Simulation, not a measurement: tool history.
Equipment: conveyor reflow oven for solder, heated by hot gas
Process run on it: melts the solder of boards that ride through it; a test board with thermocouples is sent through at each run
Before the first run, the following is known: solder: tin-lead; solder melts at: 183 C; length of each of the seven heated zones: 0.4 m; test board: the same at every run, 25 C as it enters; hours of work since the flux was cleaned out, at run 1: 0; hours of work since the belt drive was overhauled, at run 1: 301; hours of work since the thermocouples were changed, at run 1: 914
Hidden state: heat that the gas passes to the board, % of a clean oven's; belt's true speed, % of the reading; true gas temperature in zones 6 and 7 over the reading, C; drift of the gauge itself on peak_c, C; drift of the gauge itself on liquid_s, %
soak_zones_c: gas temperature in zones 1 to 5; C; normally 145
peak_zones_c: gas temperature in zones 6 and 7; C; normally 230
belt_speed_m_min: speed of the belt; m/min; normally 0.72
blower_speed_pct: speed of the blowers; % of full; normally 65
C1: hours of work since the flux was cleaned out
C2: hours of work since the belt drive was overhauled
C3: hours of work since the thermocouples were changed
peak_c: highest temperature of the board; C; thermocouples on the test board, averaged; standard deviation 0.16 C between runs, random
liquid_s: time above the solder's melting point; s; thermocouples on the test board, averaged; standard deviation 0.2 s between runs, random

{"run": 1, "hour": 0.0, "soak_zones_c": 145, "peak_zones_c": 230, "belt_speed_m_min": 0.72, "blower_speed_pct": 65, "C1": 0, "C2": 301, "C3": 914, "peak_c": 218.6, "liquid_s": 53.7}
{"run": 2, "hour": 9.7, "soak_zones_c": 145, "peak_zones_c": 223, "belt_speed_m_min": 0.72, "blower_speed_pct": 65, "C1": 7, "C2": 308, "C3": 921, "peak_c": 212.6, "liquid_s": 49}
{"run": 3, "hour": 29.6, "soak_zones_c": 145, "peak_zones_c": 225, "belt_speed_m_min": 0.72, "blower_speed_pct": 65, "C1": 21, "C2": 322, "C3": 935, "peak_c": 214.2, "liquid_s": 50.5}
{"run": 4, "hour": 38.3, "soak_zones_c": 145, "peak_zones_c": 225, "belt_speed_m_min": 0.72, "blower_speed_pct": 65, "C1": 27, "C2": 328, "C3": 942, "peak_c": 214.2, "liquid_s": 50.4}
{"run": 5, "hour": 56.1, "soak_zones_c": 145, "peak_zones_c": 225, "belt_speed_m_min": 0.72, "blower_speed_pct": 65, "C1": 40, "C2": 341, "C3": 954, "peak_c": 214, "liquid_s": 50.4}
{"run": 6, "hour": 66.6, "soak_zones_c": 145, "peak_zones_c": 225, "belt_speed_m_min": 0.796, "blower_speed_pct": 65, "C1": 48, "C2": 348, "C3": 962, "peak_c": 211.4, "liquid_s": 42.8}
{"run": 7, "hour": 85.0, "soak_zones_c": 145, "peak_zones_c": 225, "belt_speed_m_min": 0.796, "blower_speed_pct": 65, "C1": 61, "C2": 361, "C3": 975, "peak_c": 210.7, "liquid_s": 42.4}
{"run": 8, "hour": 97.9, "soak_zones_c": 145, "peak_zones_c": 242, "belt_speed_m_min": 0.72, "blower_speed_pct": 65, "C1": 70, "C2": 371, "C3": 984, "peak_c": 228.7, "liquid_s": 59.2}
{"run": 9, "hour": 115.5, "soak_zones_c": 145, "peak_zones_c": 242, "belt_speed_m_min": 0.72, "blower_speed_pct": 65, "C1": 83, "C2": 383, "C3": 997, "peak_c": 228.5, "liquid_s": 58.7}
{"run": 10, "hour": 135.4, "soak_zones_c": 145, "peak_zones_c": 242, "belt_speed_m_min": 0.72, "blower_speed_pct": 65, "C1": 97, "C2": 397, "C3": 1011, "peak_c": 228.7, "liquid_s": 58.6}

The next listed run, before its measurement:
{"run": 11, "hour": 151.1, "soak_zones_c": 142, "peak_zones_c": 242, "belt_speed_m_min": 0.72, "blower_speed_pct": 58, "C1": 108, "C2": 409, "C3": 1022, "peak_c": "?", "liquid_s": "?"}

Run 11 came out at peak_c 225.2 C, liquid_s 56.1 s.
The same run, on a tool lacking any hidden state, would have yielded peak_c 222.6 C, liquid_s 54.2 s.
